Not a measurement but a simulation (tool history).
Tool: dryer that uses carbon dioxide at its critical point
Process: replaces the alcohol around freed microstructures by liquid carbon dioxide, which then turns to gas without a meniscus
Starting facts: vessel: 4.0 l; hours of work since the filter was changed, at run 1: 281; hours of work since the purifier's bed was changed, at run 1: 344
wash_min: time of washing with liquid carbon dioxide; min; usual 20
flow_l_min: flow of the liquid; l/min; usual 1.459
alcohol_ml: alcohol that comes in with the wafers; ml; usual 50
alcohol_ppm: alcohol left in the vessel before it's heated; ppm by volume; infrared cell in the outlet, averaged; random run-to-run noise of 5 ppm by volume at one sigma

run,day,wash_min,flow_l_min,alcohol_ml,hours of work since the filter was changed,hours of work since the purifier's bed was changed,alcohol_ppm
1,0,20,1.459,50,281,344,134
2,0.871,20,1.459,50,289,352,146
3,1.992,20,1.459,50,301,363,148
# day 2.688: inlet filter changed
4,3.054,20,1.459,35,4,374,138
5,3.892,20,1.459,35,12,382,135
6,5.062,20,1.459,35,24,394,141
7,5.842,20,1.459,35,32,402,136
8,7.133,15,1.459,35,44,414,185
9,8.042,15,1.459,35,54,424,184
10,9.125,15,1.44,71,64,434,251
11,9.888,20,1.71,37,72,442,156
12,10.646,13,0.99,50,80,450,796
13,11.383,20,1.98,50,87,457,155

Below are 5 alternative next runs, each starting from the tool's condition after run 13. Predict each:
A,12.438,24,1.459,50,98,468,?
B,12.438,21,1.01,23,98,468,?
C,12.438,20,2.33,38,98,468,?
D,12.438,30,0.93,52,98,468,?
E,12.438,20,1.69,59,98,468,?

run,alcohol_ppm
A,163
B,203
C,156
D,183
E,164
The same runs, with their run-to-run variation unchanged, on a tool lacking any hidden condition would have given:
run,alcohol_ppm
A,11
B,38
C,6
D,23
E,9
